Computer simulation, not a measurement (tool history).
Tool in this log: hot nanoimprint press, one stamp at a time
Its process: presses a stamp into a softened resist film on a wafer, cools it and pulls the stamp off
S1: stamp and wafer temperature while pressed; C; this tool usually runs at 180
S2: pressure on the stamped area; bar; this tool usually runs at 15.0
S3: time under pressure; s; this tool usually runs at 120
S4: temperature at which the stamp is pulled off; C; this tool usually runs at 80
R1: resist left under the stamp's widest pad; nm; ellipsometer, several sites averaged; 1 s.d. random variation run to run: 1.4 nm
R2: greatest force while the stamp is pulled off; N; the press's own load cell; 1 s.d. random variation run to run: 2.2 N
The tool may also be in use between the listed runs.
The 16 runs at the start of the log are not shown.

run,day,S1,S2,S3,S4,R1,R2
17,7.725,175,15.0,120,80,415.4,135
18,8.175,178,15.0,120,79,378.0,140
19,8.642,178,15.0,66,79,452.5,145
20,8.975,191,19.7,120,75,213.9,160
21,9.550,172,18.7,104,86,428.2,128
22,9.967,186,15.0,120,80,291.0,149
23,10.279,186,15.0,120,80,291.5,152
24,10.738,180,15.0,120,74,357.5,169
25,11.225,180,15.0,120,74,353.4,172
# day 11.608: stamp cleaned and given a new release coat
26,11.738,180,16.2,120,74,340.1,139
27,12.121,180,16.2,120,74,338.7,141
28,12.575,180,11.7,130,82,383.4,126
29,12.983,177,20.5,218,74,270.1,148
30,13.412,184,20.5,218,69,209.6,163
31,13.829,180,15.0,66,80,420.6,133

Each row is a separate what-if for the run after 31, all from the same tool condition, not one after another. Results?
A,14.258,187,15.0,120,70,?,?
B,14.258,180,17.7,66,80,?,?
C,14.258,180,19.8,66,80,?,?

run,R1,R2
A,279.8,170
B,392.4,138
C,371.8,139
Without the tool's hidden state the same runs would have given:
run,R1,R2
A,285.5,154
B,399.8,125
C,379.0,126

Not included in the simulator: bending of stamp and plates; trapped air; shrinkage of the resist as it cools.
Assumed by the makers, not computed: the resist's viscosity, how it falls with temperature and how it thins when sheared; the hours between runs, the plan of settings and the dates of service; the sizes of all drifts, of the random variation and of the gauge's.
